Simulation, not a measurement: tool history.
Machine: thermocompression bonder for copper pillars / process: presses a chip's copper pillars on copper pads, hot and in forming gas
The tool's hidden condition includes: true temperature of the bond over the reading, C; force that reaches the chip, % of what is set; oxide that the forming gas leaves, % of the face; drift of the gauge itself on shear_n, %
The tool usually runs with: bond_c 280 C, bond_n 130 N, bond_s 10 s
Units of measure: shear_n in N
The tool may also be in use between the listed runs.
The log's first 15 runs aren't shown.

run,hour,bond_c,bond_n,bond_s,hours of work since the heater was calibrated,hours of work since the force cell was calibrated,hours of work since the gas filter was changed,shear_n
16,149.3,280,130,10,258,733,107,63.7
17,157.9,280,130,10,264,739,113,62.6
18,164.7,280,141,10,268,744,117,65.7
19,172.1,280,130,13,273,749,122,66.0
20,182.4,280,130,13,280,756,129,65.2
21,192.8,280,117,5,288,763,136,44.8
22,207.5,280,117,5,297,773,146,45.8
# hour 220.1: forming gas filter changed
23,220.9,277,118,13,306,781,1,62.5
24,234.8,280,149,12,316,791,10,73.6
25,243.7,280,149,12,322,797,16,73.8
26,249.9,251,122,10,326,801,20,41.7

For run 27, what comes out?
27,262.2,280,183,6,334,810,29,?

shear_n: 70.2 N
The same run, on a tool lacking any hidden state, would have yielded shear_n 73.3 N.
